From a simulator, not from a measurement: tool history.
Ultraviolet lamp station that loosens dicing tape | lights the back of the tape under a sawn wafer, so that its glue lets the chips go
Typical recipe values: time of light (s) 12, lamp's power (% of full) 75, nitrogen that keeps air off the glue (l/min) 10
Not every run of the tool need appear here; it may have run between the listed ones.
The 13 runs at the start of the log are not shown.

run	hour	time of light (s)	lamp's power (% of full)	nitrogen that keeps air off the glue (l/min)	force that peels the tape off (N)	light that reached the tape (mJ/cm2)
14	224.5	18	75	4	0.905	655
15	246.9	18	75	4	0.947	644
16	261.4	18	75	4	0.94	641
17	273.8	12	75	10	1.214	435
18	285.3	12	75	10	1.24	431
19	308.3	12	75	10	1.224	425
# hour 314.8: window cleaned of glue's vapour
20	331.3	12	75	10	1.185	445
21	344.2	22	75	10	0.374	814
22	364.2	22	75	10	0.363	811
23	383.9	8	78	3	3.048	299
24	403.5	14	81	4	1.215	548
25	420.2	14	81	4	1.272	548
26	435.1	14	81	4	1.242	544
27	447.7	15	75	13	0.685	543
28	466	12	61	4	2.429	352
29	478.8	12	61	4	2.35	355
30	492	12	61	4	2.364	347

Run 31 comes next. What will it give?
31	504.2	12	61	4	?	?

For run 31 the tool returned force that peels the tape off (N) 2.366, light that reached the tape (mJ/cm2) 356.
Take away the tool's hidden state, keep the run-to-run variation as it was, and the same run would have given force that peels the tape off (N) 1.94, light that reached the tape (mJ/cm2) 416.

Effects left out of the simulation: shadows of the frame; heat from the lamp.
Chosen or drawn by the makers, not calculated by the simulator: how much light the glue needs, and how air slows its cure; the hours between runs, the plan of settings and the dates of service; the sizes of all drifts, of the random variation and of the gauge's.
